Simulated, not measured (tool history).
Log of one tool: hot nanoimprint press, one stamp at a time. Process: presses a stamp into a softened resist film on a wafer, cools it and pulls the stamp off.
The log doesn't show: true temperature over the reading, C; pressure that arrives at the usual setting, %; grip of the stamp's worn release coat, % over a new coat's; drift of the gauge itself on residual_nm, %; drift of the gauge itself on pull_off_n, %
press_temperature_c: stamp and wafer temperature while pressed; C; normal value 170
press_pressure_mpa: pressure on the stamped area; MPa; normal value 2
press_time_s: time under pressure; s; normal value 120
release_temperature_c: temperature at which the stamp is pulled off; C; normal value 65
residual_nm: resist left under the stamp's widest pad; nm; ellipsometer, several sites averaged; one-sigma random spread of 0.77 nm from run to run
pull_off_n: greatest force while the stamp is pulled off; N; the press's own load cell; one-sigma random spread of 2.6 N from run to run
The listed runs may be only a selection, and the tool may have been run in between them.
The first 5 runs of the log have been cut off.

run	hour	press_temperature_c	press_pressure_mpa	press_time_s	release_temperature_c	hours of work since the thermocouple was calibrated	imprints on the stamp's release coat	hours of work since the press's seals were changed	residual_nm	pull_off_n
6	50.5	170	2	120	63	227	77	97	97.4	125
7	57.6	170	2	120	63	230	98	101	97.2	126
8	63.3	170	2	120	53	233	116	103	96.7	150
9	68.6	170	2	120	62	235	132	106	96.1	128
10	75.8	170	2	120	62	238	154	109	98.4	126
11	83.4	170	2	120	62	242	177	112	98.3	124
12	88.6	170	2	120	65	244	193	115	97.8	122
13	94.3	170	2	120	65	247	211	117	98.8	123
14	101.8	170	2	120	65	250	234	121	97.5	123
15	107.7	170	2	120	65	253	252	124	98.2	126
16	117	170	2	188	63	257	280	128	81.2	129
17	127	162	2	132	63	262	311	133	126.1	125
18	136	170	2.74	120	60	266	339	137	82.8	131
19	144.6	170	2.74	120	56	270	365	141	82.9	143
20	151.2	170	2.74	120	56	273	385	144	83.9	142
21	157.8	170	2.74	120	56	276	405	147	83.8	143
22	166.1	170	1.36	215	65	280	431	151	93.1	118
23	176.6	170	1.36	215	65	285	463	155	92.2	128
24	184.2	182	1.24	136	65	288	486	159	77.3	124
25	194.1	161	3.01	120	65	293	517	163	110.7	122
26	204.6	161	3.01	120	65	298	549	168	111.5	125
27	212.6	161	3.01	120	65	301	573	172	112.5	123
28	221.6	170	1.23	63	65	306	601	176	151.1	126
29	227.7	178	2	120	65	308	620	179	73.3	123
30	232.4	178	2	120	65	311	634	181	74.8	124

3 options for the next run, each taken on its own from the tool as it stands now. Forecast them:
A	238.1	170	1.73	85	59	313	651	184	?	?
B	238.1	170	2	120	58	313	651	184	?	?
C	238.1	168	2	159	65	313	651	184	?	?

run	residual_nm	pull_off_n
A	121.1	132
B	98.7	140
C	92.4	125
With no hidden state in the tool, these same runs would have given:
run	residual_nm	pull_off_n
A	121	131
B	98.6	139
C	92.3	125

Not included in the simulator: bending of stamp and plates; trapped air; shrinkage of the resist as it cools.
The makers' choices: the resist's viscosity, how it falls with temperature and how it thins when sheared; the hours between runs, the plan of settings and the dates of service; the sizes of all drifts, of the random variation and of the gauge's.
